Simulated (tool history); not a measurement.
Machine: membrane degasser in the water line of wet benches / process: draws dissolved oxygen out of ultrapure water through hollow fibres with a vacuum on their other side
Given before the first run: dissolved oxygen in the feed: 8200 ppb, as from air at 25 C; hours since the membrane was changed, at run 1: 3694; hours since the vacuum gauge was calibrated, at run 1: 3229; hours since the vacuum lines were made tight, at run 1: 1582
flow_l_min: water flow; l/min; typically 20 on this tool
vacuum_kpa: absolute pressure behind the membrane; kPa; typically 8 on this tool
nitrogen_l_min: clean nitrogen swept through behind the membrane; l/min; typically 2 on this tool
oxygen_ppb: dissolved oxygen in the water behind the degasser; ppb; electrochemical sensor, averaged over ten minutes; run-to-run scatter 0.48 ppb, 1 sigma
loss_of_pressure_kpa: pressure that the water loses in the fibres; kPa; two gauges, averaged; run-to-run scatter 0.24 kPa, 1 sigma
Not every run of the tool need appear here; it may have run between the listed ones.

run,hour,flow_l_min,vacuum_kpa,nitrogen_l_min,hours since the membrane was changed,hours since the vacuum gauge was calibrated,hours since the vacuum lines were made tight,oxygen_ppb,loss_of_pressure_kpa
1,0,20,8,2,3694,3229,1582,113.8,60.78
2,104.8,20,8,2,3799,3334,1687,113.7,60.81
3,184.6,20,8,2,3879,3414,1767,114.3,60.17
4,264.8,20,8,2,3959,3494,1847,113.7,60.73
5,367,20,8,2,4061,3596,1949,114.3,60.08
6,410.3,12,8,2,4104,3639,1992,69.5,36.44
7,504.5,20,8,4.52,4199,3734,2087,53.1,60.41
8,589.8,25,8,2,4284,3819,2172,143.6,75.17
9,677.2,25,8,2,4371,3906,2259,142.9,74.76
10,739.8,25,8,2,4434,3969,2322,142.9,75.18
11,804,20,8,2,4498,4033,2386,114.8,60.04
12,894.2,20,8,2,4588,4123,2476,114.3,59.57
13,971.4,25,8,1.36,4665,4200,2553,198.9,74.25

Run 14, settings as shown, results not yet in. Your forecast:
# hour 1008.6: gauge calibrated
14,1065,25,8,1.36,4759,4294,2647,?,?

{"run 14": {"oxygen_ppb": 199.6, "loss_of_pressure_kpa": 75.53}}
Minus the tool's unlogged condition, the same run would have read oxygen_ppb 199.5 ppb, loss_of_pressure_kpa 75.59 kPa.

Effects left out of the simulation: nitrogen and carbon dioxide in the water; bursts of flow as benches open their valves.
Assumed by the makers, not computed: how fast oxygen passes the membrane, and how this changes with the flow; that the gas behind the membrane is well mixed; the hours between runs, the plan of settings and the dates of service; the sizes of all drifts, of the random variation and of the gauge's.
